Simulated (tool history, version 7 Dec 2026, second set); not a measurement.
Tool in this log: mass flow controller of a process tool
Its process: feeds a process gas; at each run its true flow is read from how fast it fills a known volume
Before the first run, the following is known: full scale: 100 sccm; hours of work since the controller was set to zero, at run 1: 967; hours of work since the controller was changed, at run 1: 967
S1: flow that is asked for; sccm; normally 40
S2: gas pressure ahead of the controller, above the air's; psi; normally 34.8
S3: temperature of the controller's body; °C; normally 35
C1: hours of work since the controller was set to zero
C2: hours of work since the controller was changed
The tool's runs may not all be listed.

run 1 hour=0 | S1=40 S2=34.8 S3=35 | C1=967 C2=967 | true_flow_(%)=100.5
run 2 hour=81.6 | S1=40 S2=34.8 S3=35 | C1=1030 C2=1030 | true_flow_(%)=100.43
run 3 hour=178.6 | S1=40 S2=34.8 S3=35 | C1=1105 C2=1105 | true_flow_(%)=100.39
run 4 hour=246.7 | S1=65 S2=34.8 S3=35 | C1=1157 C2=1157 | true_flow_(%)=100.63
run 5 hour=328.3 | S1=65 S2=34.8 S3=25 | C1=1220 C2=1220 | true_flow_(%)=99.64
run 6 hour=418 | S1=65 S2=34.8 S3=25 | C1=1288 C2=1288 | true_flow_(%)=99.7
run 7 hour=496.7 | S1=40 S2=34.8 S3=35 | C1=1349 C2=1349 | true_flow_(%)=100.35
run 8 hour=562.9 | S1=60 S2=23.5 S3=39 | C1=1400 C2=1400 | true_flow_(%)=101.08
run 9 hour=649.5 | S1=60 S2=23.5 S3=39 | C1=1466 C2=1466 | true_flow_(%)=101.05
run 10 hour=698.7 | S1=21 S2=22.9 S3=26 | C1=1504 C2=1504 | true_flow_(%)=99.93
run 11 hour=786 | S1=15 S2=40.3 S3=35 | C1=1571 C2=1571 | true_flow_(%)=100.12
run 12 hour=877 | S1=22 S2=34.8 S3=34 | C1=1641 C2=1641 | true_flow_(%)=100.11
run 13 hour=922.2 | S1=22 S2=28.1 S3=34 | C1=1676 C2=1676 | true_flow_(%)=100.35
run 14 hour=966.6 | S1=40 S2=28.9 S3=35 | C1=1710 C2=1710 | true_flow_(%)=100.72

Each row is a separate what-if for the run after 14, all from the same tool condition, not one after another. Results?
run A hour=1013.5 | S1=40 S2=35.5 S3=31 | C1=1746 C2=1746 | true_flow_(%)=?
run B hour=1013.5 | S1=12 S2=31.2 S3=21 | C1=1746 C2=1746 | true_flow_(%)=?
run C hour=1013.5 | S1=71 S2=34.8 S3=35 | C1=1746 C2=1746 | true_flow_(%)=?

run=A true_flow_(%)=99.96
run=B true_flow_(%)=99.18
run=C true_flow_(%)=100.52
Had the tool no hidden state, the same runs would have come out as:
run=A true_flow_(%)=99.97
run=B true_flow_(%)=99.2
run=C true_flow_(%)=100.53
